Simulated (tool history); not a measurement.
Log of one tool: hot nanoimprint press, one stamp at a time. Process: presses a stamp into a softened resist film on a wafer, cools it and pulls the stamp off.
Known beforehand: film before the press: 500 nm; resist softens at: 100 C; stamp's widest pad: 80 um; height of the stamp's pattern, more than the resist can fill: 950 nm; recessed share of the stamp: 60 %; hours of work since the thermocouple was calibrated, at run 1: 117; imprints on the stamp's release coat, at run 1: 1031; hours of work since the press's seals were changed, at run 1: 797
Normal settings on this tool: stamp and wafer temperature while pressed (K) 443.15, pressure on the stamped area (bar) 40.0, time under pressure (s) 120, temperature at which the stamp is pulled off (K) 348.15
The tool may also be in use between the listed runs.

| run | day | stamp and wafer temperature while pressed (K) | pressure on the stamped area (bar) | time under pressure (s) | temperature at which the stamp is pulled off (K) | hours of work since the thermocouple was calibrated | imprints on the stamp's release coat | hours of work since the press's seals were changed | resist left under the stamp's widest pad (Å) | greatest force while the stamp is pulled off (N) |
|---|---|---|---|---|---|---|---|---|---|---|
| 1 | 0.000 | 443.15 | 40.0 | 120 | 348.15 | 117 | 1031 | 797 | 2796 | 157 |
|  | 1.354 | press's hydraulic seals changed and the load cell set to zero |
| 2 | 1.354 | 443.15 | 40.0 | 120 | 348.15 | 130 | 1117 | 0 | 2739 | 155 |
| 3 | 2.567 | 443.15 | 40.0 | 120 | 348.15 | 145 | 1220 | 15 | 2731 | 159 |
| 4 | 4.496 | 443.15 | 40.0 | 120 | 348.15 | 169 | 1382 | 39 | 2715 | 163 |
| 5 | 6.725 | 439.15 | 40.0 | 120 | 348.15 | 197 | 1570 | 67 | 3121 | 172 |
| 6 | 9.142 | 443.15 | 40.0 | 120 | 355.15 | 227 | 1774 | 97 | 2706 | 159 |
|  | 10.133 | stamp cleaned and given a new release coat |
| 7 | 10.508 | 443.15 | 40.0 | 120 | 355.15 | 241 | 31 | 111 | 2733 | 127 |
| 8 | 12.121 | 443.15 | 40.0 | 120 | 355.15 | 261 | 167 | 131 | 2719 | 128 |
| 9 | 14.150 | 443.15 | 40.0 | 120 | 355.15 | 286 | 339 | 156 | 2704 | 134 |
| 10 | 16.392 | 450.15 | 40.0 | 120 | 355.15 | 314 | 528 | 184 | 2085 | 138 |
| 11 | 18.212 | 450.15 | 40.0 | 120 | 355.15 | 336 | 681 | 206 | 2082 | 139 |
| 12 | 19.500 | 450.15 | 40.0 | 120 | 355.15 | 352 | 790 | 222 | 2070 | 137 |
| 13 | 21.717 | 443.15 | 40.0 | 120 | 348.15 | 380 | 977 | 250 | 2678 | 158 |
| 14 | 22.758 | 443.15 | 40.0 | 120 | 348.15 | 393 | 1065 | 263 | 2675 | 154 |
| 15 | 24.212 | 443.15 | 40.0 | 120 | 348.15 | 411 | 1188 | 281 | 2651 | 159 |
| 16 | 25.475 | 443.15 | 40.0 | 120 | 348.15 | 426 | 1294 | 296 | 2650 | 154 |
| 17 | 26.821 | 453.15 | 32.7 | 220 | 342.15 | 443 | 1408 | 313 | 1545 | 171 |
| 18 | 28.967 | 453.15 | 32.7 | 220 | 342.15 | 470 | 1589 | 340 | 1536 | 176 |
|  | 30.108 | plate thermocouple calibrated |
| 19 | 30.638 | 453.15 | 32.7 | 113 | 342.15 | 7 | 1719 | 359 | 2195 | 179 |
|  | 32.188 | stamp cleaned and given a new release coat |
| 20 | 33.162 | 448.15 | 32.5 | 70 | 334.15 | 35 | 82 | 387 | 3049 | 160 |
| 21 | 35.092 | 448.15 | 32.5 | 70 | 334.15 | 59 | 245 | 411 | 3045 | 167 |
| 22 | 36.638 | 441.15 | 26.9 | 75 | 337.15 | 78 | 375 | 430 | 3785 | 170 |
| 23 | 38.183 | 439.15 | 41.0 | 74 | 348.15 | 97 | 506 | 449 | 3575 | 149 |
| 24 | 40.258 | 448.15 | 40.0 | 223 | 348.15 | 123 | 681 | 475 | 1815 | 153 |
| 25 | 41.562 | 448.15 | 40.0 | 223 | 348.15 | 139 | 791 | 491 | 1790 | 152 |
| 26 | 42.846 | 438.15 | 50.0 | 120 | 348.15 | 155 | 899 | 507 | 3059 | 154 |
| 27 | 43.954 | 451.15 | 36.5 | 73 | 335.15 | 169 | 992 | 521 | 2600 | 175 |
| 28 | 46.342 | 436.15 | 40.0 | 152 | 348.15 | 198 | 1194 | 551 | 3238 | 160 |
| 29 | 47.746 | 436.15 | 40.0 | 152 | 348.15 | 216 | 1312 | 568 | 3219 | 162 |
| 30 | 49.879 | 436.15 | 40.0 | 152 | 348.15 | 242 | 1492 | 595 | 3212 | 162 |

Measured minus without-hidden-state, run by run (identical run-to-run variation in each term; gauge scatter may differ):
Hidden state at play: true temperature over the reading, C; pressure that arrives at the usual setting, %; grip of the stamp's worn release coat, % over a new coat's; drift of the gauge itself on residual_nm, %; drift of the gauge itself on pull_off_n, %.
| run | resist left under the stamp's widest pad (Å) | greatest force while the stamp is pulled off (N) |
|---|---|---|
| 1 | +22 | +18 |
| 2 | -39 | +20 |
| 3 | -44 | +21 |
| 4 | -50 | +25 |
| 5 | -62 | +29 |
| 6 | -66 | +29 |
| 7 | -72 | -1 |
| 8 | -77 | +1 |
| 9 | -84 | +4 |
| 10 | -74 | +7 |
| 11 | -79 | +9 |
| 12 | -82 | +11 |
| 13 | -111 | +16 |
| 14 | -115 | +17 |
| 15 | -119 | +19 |
| 16 | -123 | +20 |
| 17 | -84 | +24 |
| 18 | -88 | +28 |
| 19 | +22 | +33 |
| 20 | +17 | +1 |
| 21 | +10 | +5 |
| 22 | -2 | +8 |
| 23 | +2 | +9 |
| 24 | -1 | +12 |
| 25 | -5 | +14 |
| 26 | -7 | +16 |
| 27 | -14 | +20 |
| 28 | -32 | +21 |
| 29 | -37 | +23 |
| 30 | -46 | +26 |
